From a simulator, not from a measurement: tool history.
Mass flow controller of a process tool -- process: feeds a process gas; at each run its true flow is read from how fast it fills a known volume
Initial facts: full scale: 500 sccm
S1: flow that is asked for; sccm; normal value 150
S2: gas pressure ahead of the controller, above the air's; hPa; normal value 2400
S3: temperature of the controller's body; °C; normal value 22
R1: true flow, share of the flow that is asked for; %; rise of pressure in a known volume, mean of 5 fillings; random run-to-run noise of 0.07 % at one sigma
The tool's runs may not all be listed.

| run | day | S1 | S2 | S3 | R1 |
|---|---|---|---|---|---|
| 1 | 0.000 | 150 | 2400 | 22 | 96.97 |
| 2 | 5.992 | 150 | 2400 | 22 | 96.86 |
| 3 | 10.592 | 150 | 2400 | 22 | 97.04 |
| 4 | 15.554 | 150 | 2400 | 22 | 96.90 |
| 5 | 18.650 | 150 | 2400 | 22 | 96.85 |
| 6 | 22.583 | 150 | 2400 | 22 | 96.92 |
| 7 | 25.704 | 150 | 2400 | 22 | 96.99 |
| 8 | 29.208 | 150 | 2400 | 22 | 96.81 |
| 9 | 34.092 | 150 | 2170 | 22 | 96.87 |
| 10 | 38.158 | 150 | 2400 | 22 | 96.70 |
| 11 | 42.475 | 150 | 2400 | 22 | 96.87 |
| 12 | 45.950 | 223 | 2400 | 22 | 97.33 |
| 13 | 49.975 | 84 | 2400 | 22 | 95.97 |
| 14 | 55.771 | 299 | 2130 | 23 | 97.85 |
| 15 | 60.888 | 299 | 2130 | 23 | 97.92 |
| 16 | 66.979 | 54 | 1600 | 23 | 95.36 |
| 17 | 71.933 | 54 | 1600 | 23 | 95.29 |
| 18 | 75.129 | 85 | 1600 | 22 | 95.98 |
| 19 | 79.988 | 111 | 2760 | 32 | 96.86 |
| 20 | 83.971 | 100 | 1410 | 31 | 97.00 |

3 options for the next run, each taken on its own from the tool as it stands now. Forecast them:
| A | 88.779 | 199 | 2430 | 31 | ? |
| B | 88.779 | 139 | 2200 | 39 | ? |
| C | 88.779 | 71 | 1920 | 40 | ? |

| run | R1 |
|---|---|
| A | 97.69 |
| B | 97.85 |
| C | 96.97 |
The same runs, with their run-to-run variation unchanged, on a tool lacking any hidden condition would have given:
| run | R1 |
|---|---|
| A | 98.76 |
| B | 99.13 |
| C | 98.91 |

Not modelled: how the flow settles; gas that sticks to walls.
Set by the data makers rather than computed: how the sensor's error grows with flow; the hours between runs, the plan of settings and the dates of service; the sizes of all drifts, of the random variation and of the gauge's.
